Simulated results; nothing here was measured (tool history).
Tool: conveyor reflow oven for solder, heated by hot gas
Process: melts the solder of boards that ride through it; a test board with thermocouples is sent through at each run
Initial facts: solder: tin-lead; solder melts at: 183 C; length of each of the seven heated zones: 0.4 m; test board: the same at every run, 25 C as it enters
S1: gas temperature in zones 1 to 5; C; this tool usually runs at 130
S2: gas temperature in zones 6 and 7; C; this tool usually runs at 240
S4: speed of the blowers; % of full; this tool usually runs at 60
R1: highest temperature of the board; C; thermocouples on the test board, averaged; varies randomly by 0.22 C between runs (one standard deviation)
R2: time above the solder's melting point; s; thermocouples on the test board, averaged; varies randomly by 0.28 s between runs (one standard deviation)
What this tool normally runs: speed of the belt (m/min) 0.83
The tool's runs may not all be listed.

{"run": 1, "hour": 0.0, "S1": 130, "S2": 240, "speed of the belt (m/min)": 0.83, "S4": 60, "R1": 211.6, "R2": 36.6}
{"run": 2, "hour": 39.2, "S1": 130, "S2": 240, "speed of the belt (m/min)": 0.83, "S4": 60, "R1": 211.9, "R2": 36.4}
{"hour": 64.3, "done": "flux residue cleaned out of gas plates and filters"}
{"run": 3, "hour": 95.5, "S1": 130, "S2": 240, "speed of the belt (m/min)": 0.83, "S4": 60, "R1": 210.9, "R2": 35.3}
{"run": 4, "hour": 147.1, "S1": 130, "S2": 240, "speed of the belt (m/min)": 0.83, "S4": 60, "R1": 210.5, "R2": 35.7}
{"run": 5, "hour": 209.6, "S1": 130, "S2": 238, "speed of the belt (m/min)": 0.83, "S4": 60, "R1": 208.8, "R2": 34}
{"run": 6, "hour": 267.0, "S1": 130, "S2": 238, "speed of the belt (m/min)": 0.83, "S4": 60, "R1": 208.9, "R2": 33.8}
{"run": 7, "hour": 305.8, "S1": 130, "S2": 238, "speed of the belt (m/min)": 0.83, "S4": 60, "R1": 208.7, "R2": 34.3}
{"hour": 334.4, "done": "flux residue cleaned out of gas plates and filters, once more"}
{"run": 8, "hour": 351.7, "S1": 130, "S2": 240, "speed of the belt (m/min)": 0.721, "S4": 60, "R1": 219.2, "R2": 48.7}
{"run": 9, "hour": 409.0, "S1": 130, "S2": 254, "speed of the belt (m/min)": 0.721, "S4": 60, "R1": 231, "R2": 55.5}
{"run": 10, "hour": 447.9, "S1": 130, "S2": 240, "speed of the belt (m/min)": 0.83, "S4": 60, "R1": 213.7, "R2": 38.1}
{"run": 11, "hour": 491.4, "S1": 130, "S2": 240, "speed of the belt (m/min)": 0.83, "S4": 60, "R1": 213.4, "R2": 38}
{"run": 12, "hour": 538.8, "S1": 115, "S2": 240, "speed of the belt (m/min)": 0.83, "S4": 60, "R1": 209.5, "R2": 31.4}
{"run": 13, "hour": 583.4, "S1": 115, "S2": 240, "speed of the belt (m/min)": 0.83, "S4": 60, "R1": 208.9, "R2": 32.2}
{"hour": 595.6, "done": "thermocouples of zones 6 and 7 changed"}
{"run": 14, "hour": 659.6, "S1": 115, "S2": 240, "speed of the belt (m/min)": 0.83, "S4": 60, "R1": 208.1, "R2": 30.9}
{"run": 15, "hour": 714.8, "S1": 130, "S2": 240, "speed of the belt (m/min)": 0.83, "S4": 60, "R1": 211.4, "R2": 36.5}
{"run": 16, "hour": 753.5, "S1": 130, "S2": 240, "speed of the belt (m/min)": 0.83, "S4": 60, "R1": 211.9, "R2": 35.9}
{"run": 17, "hour": 825.5, "S1": 130, "S2": 240, "speed of the belt (m/min)": 0.83, "S4": 60, "R1": 211.3, "R2": 36.7}
{"run": 18, "hour": 889.4, "S1": 130, "S2": 240, "speed of the belt (m/min)": 0.718, "S4": 60, "R1": 217.3, "R2": 48.1}
{"hour": 912.1, "done": "flux residue cleaned out of gas plates and filters"}
{"run": 19, "hour": 964.5, "S1": 116, "S2": 235, "speed of the belt (m/min)": 0.718, "S4": 75, "R1": 217.1, "R2": 45.2}
{"run": 20, "hour": 1036.0, "S1": 116, "S2": 235, "speed of the belt (m/min)": 0.718, "S4": 75, "R1": 217.3, "R2": 44.7}
{"run": 21, "hour": 1097.1, "S1": 116, "S2": 231, "speed of the belt (m/min)": 0.854, "S4": 70, "R1": 205.1, "R2": 27.8}
{"run": 22, "hour": 1155.7, "S1": 116, "S2": 236, "speed of the belt (m/min)": 0.861, "S4": 70, "R1": 208.4, "R2": 30.8}
{"run": 23, "hour": 1205.5, "S1": 116, "S2": 248, "speed of the belt (m/min)": 0.785, "S4": 86, "R1": 227.4, "R2": 47}
{"run": 24, "hour": 1270.3, "S1": 130, "S2": 240, "speed of the belt (m/min)": 0.83, "S4": 60, "R1": 212.6, "R2": 37.3}
{"run": 25, "hour": 1316.6, "S1": 121, "S2": 240, "speed of the belt (m/min)": 0.696, "S4": 78, "R1": 223.3, "R2": 51.9}
{"run": 26, "hour": 1375.1, "S1": 121, "S2": 240, "speed of the belt (m/min)": 0.696, "S4": 78, "R1": 223.3, "R2": 51.9}
{"run": 27, "hour": 1415.9, "S1": 121, "S2": 240, "speed of the belt (m/min)": 0.696, "S4": 78, "R1": 223, "R2": 51.4}
{"run": 28, "hour": 1465.6, "S1": 123, "S2": 240, "speed of the belt (m/min)": 0.986, "S4": 60, "R1": 201.4, "R2": 21.6}
{"hour": 1485.0, "done": "flux residue cleaned out of gas plates and filters"}
{"run": 29, "hour": 1534.2, "S1": 123, "S2": 240, "speed of the belt (m/min)": 0.986, "S4": 60, "R1": 203.4, "R2": 23.2}
{"run": 30, "hour": 1601.4, "S1": 119, "S2": 231, "speed of the belt (m/min)": 0.707, "S4": 52, "R1": 207, "R2": 37.3}
{"run": 31, "hour": 1648.6, "S1": 119, "S2": 231, "speed of the belt (m/min)": 0.707, "S4": 52, "R1": 206.9, "R2": 36.9}

Consider 3 possible next runs. They are alternatives, not a sequence: every one starts from the tool as it was left by run 31. What does each give?
{"run": "A", "hour": 1696.8, "S1": 126, "S2": 229, "speed of the belt (m/min)": 0.83, "S4": 60, "R1": "?", "R2": "?"}
{"run": "B", "hour": 1696.8, "S1": 132, "S2": 231, "speed of the belt (m/min)": 0.741, "S4": 52, "R1": "?", "R2": "?"}
{"run": "C", "hour": 1696.8, "S1": 125, "S2": 249, "speed of the belt (m/min)": 0.842, "S4": 60, "R1": "?", "R2": "?"}

run=A R1=203.8 R2=29.5
run=B R1=208.1 R2=38.7
run=C R1=218.3 R2=40.3
With no hidden state in the tool, these same runs would have given:
run=A R1=202.6 R2=27.7
run=B R1=206.9 R2=36.6
run=C R1=217.1 R2=38.5
